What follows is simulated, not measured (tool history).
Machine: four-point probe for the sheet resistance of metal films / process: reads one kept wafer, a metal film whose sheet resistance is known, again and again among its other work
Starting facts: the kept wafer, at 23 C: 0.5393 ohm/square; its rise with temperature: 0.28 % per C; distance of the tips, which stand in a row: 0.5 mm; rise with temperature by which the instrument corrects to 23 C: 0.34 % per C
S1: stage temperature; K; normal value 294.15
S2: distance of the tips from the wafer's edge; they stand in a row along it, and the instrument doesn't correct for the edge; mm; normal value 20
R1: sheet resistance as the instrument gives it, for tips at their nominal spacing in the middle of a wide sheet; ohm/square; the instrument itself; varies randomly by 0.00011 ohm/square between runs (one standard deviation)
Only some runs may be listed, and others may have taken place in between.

run,hour,S1,S2,R1
1,0,294.15,20,0.534001
2,47.5,294.15,20,0.533832
3,78.1,294.15,43,0.533595
4,114.7,294.15,43,0.533638
5,158.1,294.15,43,0.533533
6,200,294.15,43,0.533318
7,239,294.15,43,0.533313
8,276.8,294.15,43,0.533088
9,339.9,294.15,20,0.533446
# hour 363.3: new probe head fitted
10,380.8,294.15,20,0.542734
11,436.5,291.15,20,0.543767
12,474.6,291.15,20,0.543731
13,522.7,294.15,4,0.546998
14,567.4,294.15,4,0.546918
15,595,294.15,56,0.542284
16,652.2,294.15,56,0.542195
17,693.1,294.15,56,0.54213
18,742.8,294.15,56,0.541874
19,771.5,294.15,56,0.541968
20,812.2,294.15,56,0.541986
21,858.4,294.15,56,0.541667
22,920.5,294.15,5,0.544487
23,956.3,294.15,3,0.549501
24,1000.4,298.15,27,0.540362
25,1048.5,300.15,27,0.539651
26,1094.9,297.15,55,0.540325
27,1128.7,303.15,11,0.538812
28,1181.1,303.15,11,0.53894
29,1219.2,291.15,8,0.543177
30,1283.3,291.15,8,0.54312
31,1332.7,304.15,18,0.537971
32,1367.5,304.15,18,0.537811
33,1428.4,296.15,32,0.540033
34,1478.5,296.15,32,0.539913
35,1536.4,296.15,32,0.539964
36,1597.6,297.15,10,0.540115
37,1651.8,292.15,20,0.541143
38,1708.2,291.15,38,0.541308
39,1765.9,291.15,38,0.540937
40,1798,295.15,25,0.539678
41,1860.3,294.15,5,0.542541
42,1905.2,294.15,5,0.542754
43,1945.7,306.15,3,0.543575
44,1978.7,300.15,59,0.53759
45,2036.4,300.15,70,0.537589
46,2070.6,305.15,45,0.536049

What if the next run were any one of these 3? Each begins from the tool's condition after run 46:
A,2127.1,302.15,20,?
B,2127.1,305.15,36,?
C,2127.1,296.15,16,?

run,R1
A,0.536928
B,0.535793
C,0.539068
The same runs, with their run-to-run variation unchanged, on a tool lacking any hidden condition would have given:
run,R1
A,0.537587
B,0.536456
C,0.53972
